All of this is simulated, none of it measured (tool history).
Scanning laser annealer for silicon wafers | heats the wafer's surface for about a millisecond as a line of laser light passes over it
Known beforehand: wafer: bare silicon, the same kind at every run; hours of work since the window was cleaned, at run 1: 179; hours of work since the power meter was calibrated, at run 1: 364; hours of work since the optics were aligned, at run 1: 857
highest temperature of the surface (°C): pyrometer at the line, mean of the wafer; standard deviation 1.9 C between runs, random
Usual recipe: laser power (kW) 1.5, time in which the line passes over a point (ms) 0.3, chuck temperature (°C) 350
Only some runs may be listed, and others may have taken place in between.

| run | hour | laser power (kW) | time in which the line passes over a point (ms) | chuck temperature (°C) | hours of work since the window was cleaned | hours of work since the power meter was calibrated | hours of work since the optics were aligned | highest temperature of the surface (°C) |
|---|---|---|---|---|---|---|---|---|
| 1 | 0 | 1.5 | 0.3 | 350 | 179 | 364 | 857 | 1177 |
| 2 | 11.4 | 1.5 | 0.3 | 350 | 185 | 370 | 863 | 1175 |
| 3 | 28.8 | 1.292 | 0.3 | 350 | 194 | 379 | 872 | 1040 |
| 4 | 46 | 1.5 | 0.3 | 350 | 202 | 388 | 881 | 1173 |
| 5 | 64.5 | 1.293 | 0.3 | 350 | 212 | 398 | 890 | 1039 |
| 6 | 72.9 | 1.5 | 0.276 | 369 | 216 | 402 | 894 | 1160 |
| 7 | 82.3 | 1.5 | 0.276 | 369 | 221 | 407 | 899 | 1162 |
| 8 | 95.3 | 1.418 | 0.314 | 338 | 228 | 413 | 906 | 1128 |
| 9 | 105.7 | 1.358 | 0.314 | 337 | 233 | 419 | 911 | 1084 |

What will run 10 give?
| 10 | 124.5 | 1.366 | 0.314 | 363 | 243 | 429 | 921 | ? |

{"run 10": {"highest temperature of the surface (°C)": 1112}}
Minus the tool's unlogged condition, the same run would have read highest temperature of the surface (°C) 1113.
